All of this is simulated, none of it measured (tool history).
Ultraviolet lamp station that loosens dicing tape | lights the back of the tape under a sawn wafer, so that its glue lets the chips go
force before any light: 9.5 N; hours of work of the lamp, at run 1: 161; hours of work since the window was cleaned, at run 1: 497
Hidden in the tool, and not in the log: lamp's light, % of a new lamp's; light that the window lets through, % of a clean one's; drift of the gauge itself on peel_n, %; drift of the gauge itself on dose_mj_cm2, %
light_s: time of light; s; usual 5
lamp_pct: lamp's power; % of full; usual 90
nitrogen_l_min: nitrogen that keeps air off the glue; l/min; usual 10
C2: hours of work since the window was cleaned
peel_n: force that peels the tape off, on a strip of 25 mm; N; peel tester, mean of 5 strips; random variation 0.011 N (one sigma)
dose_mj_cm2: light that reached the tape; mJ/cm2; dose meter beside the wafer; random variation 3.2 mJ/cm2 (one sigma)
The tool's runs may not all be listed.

{"run": 1, "hour": 0.0, "light_s": 5, "lamp_pct": 90, "nitrogen_l_min": 10, "hours of work of the lamp": 161, "C2": 497, "peel_n": 0.477, "dose_mj_cm2": 502}
{"run": 2, "hour": 14.6, "light_s": 5, "lamp_pct": 87, "nitrogen_l_min": 10, "hours of work of the lamp": 168, "C2": 503, "peel_n": 0.534, "dose_mj_cm2": 485}
{"run": 3, "hour": 30.8, "light_s": 5, "lamp_pct": 87, "nitrogen_l_min": 10, "hours of work of the lamp": 175, "C2": 511, "peel_n": 0.533, "dose_mj_cm2": 486}
{"run": 4, "hour": 50.1, "light_s": 5, "lamp_pct": 87, "nitrogen_l_min": 10, "hours of work of the lamp": 184, "C2": 519, "peel_n": 0.54, "dose_mj_cm2": 483}
{"run": 5, "hour": 63.3, "light_s": 5, "lamp_pct": 87, "nitrogen_l_min": 10, "hours of work of the lamp": 190, "C2": 525, "peel_n": 0.529, "dose_mj_cm2": 483}
{"run": 6, "hour": 84.2, "light_s": 5, "lamp_pct": 87, "nitrogen_l_min": 10, "hours of work of the lamp": 199, "C2": 535, "peel_n": 0.537, "dose_mj_cm2": 485}
{"run": 7, "hour": 97.7, "light_s": 2, "lamp_pct": 90, "nitrogen_l_min": 10, "hours of work of the lamp": 206, "C2": 541, "peel_n": 2.727, "dose_mj_cm2": 202}
{"run": 8, "hour": 117.6, "light_s": 5, "lamp_pct": 90, "nitrogen_l_min": 10, "hours of work of the lamp": 215, "C2": 550, "peel_n": 0.492, "dose_mj_cm2": 503}
{"run": 9, "hour": 128.3, "light_s": 5, "lamp_pct": 90, "nitrogen_l_min": 11, "hours of work of the lamp": 219, "C2": 555, "peel_n": 0.458, "dose_mj_cm2": 504}
{"run": 10, "hour": 149.7, "light_s": 5, "lamp_pct": 90, "nitrogen_l_min": 11, "hours of work of the lamp": 229, "C2": 565, "peel_n": 0.448, "dose_mj_cm2": 500}
{"run": 11, "hour": 166.5, "light_s": 5, "lamp_pct": 90, "nitrogen_l_min": 11, "hours of work of the lamp": 237, "C2": 572, "peel_n": 0.457, "dose_mj_cm2": 505}
{"run": 12, "hour": 180.2, "light_s": 5, "lamp_pct": 90, "nitrogen_l_min": 10, "hours of work of the lamp": 243, "C2": 578, "peel_n": 0.498, "dose_mj_cm2": 502}
{"run": 13, "hour": 201.6, "light_s": 5, "lamp_pct": 90, "nitrogen_l_min": 5, "hours of work of the lamp": 253, "C2": 588, "peel_n": 0.803, "dose_mj_cm2": 499}
{"run": 14, "hour": 219.2, "light_s": 5, "lamp_pct": 90, "nitrogen_l_min": 5, "hours of work of the lamp": 261, "C2": 596, "peel_n": 0.787, "dose_mj_cm2": 505}
{"run": 15, "hour": 229.8, "light_s": 5, "lamp_pct": 90, "nitrogen_l_min": 5, "hours of work of the lamp": 265, "C2": 601, "peel_n": 0.826, "dose_mj_cm2": 502}
{"run": 16, "hour": 246.1, "light_s": 5, "lamp_pct": 90, "nitrogen_l_min": 5, "hours of work of the lamp": 273, "C2": 608, "peel_n": 0.827, "dose_mj_cm2": 505}
{"run": 17, "hour": 261.9, "light_s": 5, "lamp_pct": 90, "nitrogen_l_min": 5, "hours of work of the lamp": 280, "C2": 616, "peel_n": 0.829, "dose_mj_cm2": 502}
{"run": 18, "hour": 277.2, "light_s": 3, "lamp_pct": 68, "nitrogen_l_min": 5, "hours of work of the lamp": 287, "C2": 622, "peel_n": 2.994, "dose_mj_cm2": 225}
{"run": 19, "hour": 292.7, "light_s": 3, "lamp_pct": 68, "nitrogen_l_min": 5, "hours of work of the lamp": 294, "C2": 630, "peel_n": 3.023, "dose_mj_cm2": 229}
{"run": 20, "hour": 304.7, "light_s": 5, "lamp_pct": 90, "nitrogen_l_min": 5, "hours of work of the lamp": 299, "C2": 635, "peel_n": 0.801, "dose_mj_cm2": 502}
{"run": 21, "hour": 325.2, "light_s": 5, "lamp_pct": 90, "nitrogen_l_min": 4, "hours of work of the lamp": 309, "C2": 644, "peel_n": 0.975, "dose_mj_cm2": 507}
{"run": 22, "hour": 342.0, "light_s": 5, "lamp_pct": 90, "nitrogen_l_min": 4, "hours of work of the lamp": 316, "C2": 652, "peel_n": 0.968, "dose_mj_cm2": 498}
{"run": 23, "hour": 359.8, "light_s": 3, "lamp_pct": 94, "nitrogen_l_min": 3, "hours of work of the lamp": 324, "C2": 660, "peel_n": 2.493, "dose_mj_cm2": 313}

Run 24 comes next. What will it give?
{"run": 24, "hour": 375.7, "light_s": 8, "lamp_pct": 79, "nitrogen_l_min": 3, "hours of work of the lamp": 332, "C2": 667, "peel_n": "?", "dose_mj_cm2": "?"}

Run 24 gave peel_n 0.579 N, dose_mj_cm2 707 mJ/cm2.
Without the tool's hidden state the same run would have given peel_n 0.577 N, dose_mj_cm2 708 mJ/cm2.
